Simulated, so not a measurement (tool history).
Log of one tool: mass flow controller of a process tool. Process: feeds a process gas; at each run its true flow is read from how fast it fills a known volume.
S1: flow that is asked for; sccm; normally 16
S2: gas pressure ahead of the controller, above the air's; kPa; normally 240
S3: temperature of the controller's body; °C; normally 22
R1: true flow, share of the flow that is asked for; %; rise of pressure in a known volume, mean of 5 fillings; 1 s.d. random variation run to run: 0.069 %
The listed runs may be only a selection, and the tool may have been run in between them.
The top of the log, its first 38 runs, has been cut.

| run | hour | S1 | S2 | S3 | R1 |
|---|---|---|---|---|---|
| 39 | 14960.7 | 16 | 240 | 25 | 101.03 |
| 40 | 15415 | 6 | 165 | 21 | 98.99 |
| 41 | 15957.8 | 6 | 161 | 22 | 99.12 |
| 42 | 16425.1 | 2 | 154 | 24 | 98.59 |
|  | 16802.6 | controller exchanged for a calibrated one |
| 43 | 16802.6 | 2 | 240 | 25 | 99.04 |
| 44 | 17154.9 | 2 | 240 | 29 | 99.23 |
| 45 | 17473.7 | 2 | 240 | 29 | 99.43 |
|  | 17600.7 | gauge calibrated |
| 46 | 17958.1 | 2 | 240 | 29 | 97.41 |
| 47 | 18482.7 | 16 | 147 | 20 | 99.06 |
| 48 | 19003.3 | 16 | 147 | 20 | 99.02 |
| 49 | 19530 | 16 | 176 | 36 | 99.99 |

Here are 3 independent what-if runs from the current tool condition. What would each one return?
| A | 19779.2 | 9 | 232 | 36 | ? |
| B | 19779.2 | 10 | 210 | 31 | ? |
| C | 19779.2 | 3 | 154 | 22 | ? |

| run | R1 |
|---|---|
| A | 99.09 |
| B | 99.04 |
| C | 97.39 |
With no hidden state in the tool, these same runs would have given:
| run | R1 |
|---|---|
| A | 98.65 |
| B | 98.6 |
| C | 96.95 |

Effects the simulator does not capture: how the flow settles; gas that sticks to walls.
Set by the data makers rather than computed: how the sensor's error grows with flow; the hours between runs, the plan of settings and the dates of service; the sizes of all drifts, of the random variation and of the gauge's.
